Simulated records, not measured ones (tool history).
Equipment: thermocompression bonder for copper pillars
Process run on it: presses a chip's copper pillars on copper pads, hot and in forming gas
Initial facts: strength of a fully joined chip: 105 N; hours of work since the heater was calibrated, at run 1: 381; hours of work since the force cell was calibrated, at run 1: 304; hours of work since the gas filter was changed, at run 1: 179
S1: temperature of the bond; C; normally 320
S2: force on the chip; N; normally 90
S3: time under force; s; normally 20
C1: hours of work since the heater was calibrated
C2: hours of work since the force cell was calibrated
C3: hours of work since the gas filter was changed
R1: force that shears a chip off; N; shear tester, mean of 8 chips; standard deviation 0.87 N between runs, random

run   hour   S1   S2  S3   C1   C2   C3    R1
  1      0  320   90  20  381  304  179  70.3
  2    8.4  320   90  20  386  309  184  68.7
  3   17.9  320   90  20  392  314  190  68.8
  4   31.2  346   90  20  399  322  198  82.6
  5   43.9  346   90  20  407  329  205  80.6
        46  -- forming gas filter changed
  6   53.2  320   90  20  412  334    4  70.8
  7   65.1  320   90  17  419  341   11  69.3
  8   79.2  320   90  17  427  350   19  69.1
  9   85.2  320   90  20  431  353   23  71.9
 10   93.1  343   90  20  435  358   27  84.5
 11  100.3  320   69  20  439  362   32  57.6
 12  108.2  302   69  20  444  366   36  47.7
 13    122  317  119  18  452  374   44  83.3
 14  128.6  308   78  31  456  378   48  65.7
 15    142  308   78  31  463  386   56  65.1
 16  154.7  301   58  40  471  393   63  51.8
 17  165.8  299   90  20  477  400   70  62.3
 18    175  321   68  54  483  405   75  76.4
 19  182.6  346   93  59  487  410   79  98.8

Measured less the same run without the tool's hidden state. The same run-to-run variation is in both; the gauge's scatter may not be:
Unlogged tool condition in this case: true temperature of the bond over the reading, C; force that reaches the chip, % of what is set; oxide that the forming gas leaves, % of the face; drift of the gauge itself on shear_n, %.
run    R1
  1  -3.9
  2  -3.8
  3    -4
  4  -4.7
  5  -4.8
  6  -0.6
  7  -0.8
  8  -0.9
  9    -1
 10  -1.1
 11  -0.9
 12  -0.8
 13  -1.4
 14  -1.2
 15  -1.3
 16  -1.1
 17  -1.4
 18  -1.8
 19  -2.1

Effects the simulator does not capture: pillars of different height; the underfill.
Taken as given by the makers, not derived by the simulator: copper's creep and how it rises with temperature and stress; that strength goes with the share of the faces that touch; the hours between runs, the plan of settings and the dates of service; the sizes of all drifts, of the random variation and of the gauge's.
